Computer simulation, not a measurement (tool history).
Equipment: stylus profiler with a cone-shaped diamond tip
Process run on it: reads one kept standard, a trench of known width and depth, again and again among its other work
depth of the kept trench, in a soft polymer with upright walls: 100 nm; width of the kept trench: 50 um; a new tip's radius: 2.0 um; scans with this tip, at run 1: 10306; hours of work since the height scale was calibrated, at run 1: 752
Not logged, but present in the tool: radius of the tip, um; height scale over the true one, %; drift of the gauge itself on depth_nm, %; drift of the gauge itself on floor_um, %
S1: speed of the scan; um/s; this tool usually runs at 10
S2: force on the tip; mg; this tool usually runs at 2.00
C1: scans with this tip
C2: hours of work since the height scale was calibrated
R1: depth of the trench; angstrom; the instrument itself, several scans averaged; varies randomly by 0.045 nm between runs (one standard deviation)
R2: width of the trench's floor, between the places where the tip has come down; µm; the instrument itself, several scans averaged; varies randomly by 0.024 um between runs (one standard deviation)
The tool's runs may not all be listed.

run 1 hour=0.0 | S1=10 S2=2.00 | C1=10306 C2=752 | R1=1008.2 R2=48.63
run 2 hour=26.7 | S1=10 S2=3.19 | C1=10537 C2=769 | R1=1013.5 R2=48.66
run 3 hour=53.2 | S1=31 S2=2.00 | C1=10767 C2=786 | R1=1008.6 R2=48.49
run 4 hour=89.7 | S1=10 S2=1.20 | C1=11084 C2=809 | R1=1004.3 R2=48.55
run 5 hour=112.3 | S1=10 S2=1.20 | C1=11280 C2=823 | R1=1005.4 R2=48.56
run 6 hour=139.6 | S1=10 S2=2.44 | C1=11517 C2=841 | R1=1009.6 R2=48.60
run 7 hour=177.1 | S1=10 S2=2.44 | C1=11843 C2=864 | R1=1010.0 R2=48.59
run 8 hour=205.4 | S1=5 S2=2.19 | C1=12088 C2=882 | R1=1008.9 R2=48.60
run 9 hour=234.9 | S1=7 S2=1.66 | C1=12343 C2=901 | R1=1007.1 R2=48.57
run 10 hour=261.8 | S1=2 S2=4.40 | C1=12578 C2=918 | R1=1016.7 R2=48.63
run 11 hour=293.5 | S1=2 S2=4.40 | C1=12852 C2=938 | R1=1016.1 R2=48.63

Run 12 comes next. What will it give?
run 12 hour=327.2 | S1=2 S2=4.40 | C1=13145 C2=959 | R1=? R2=?

{"run 12": {"R1": 1015.9, "R2": 48.6}}
Take away the tool's hidden state, keep the run-to-run variation as it was, and the same run would have given R1 1019.8 angstrom, R2 48.74 µm.

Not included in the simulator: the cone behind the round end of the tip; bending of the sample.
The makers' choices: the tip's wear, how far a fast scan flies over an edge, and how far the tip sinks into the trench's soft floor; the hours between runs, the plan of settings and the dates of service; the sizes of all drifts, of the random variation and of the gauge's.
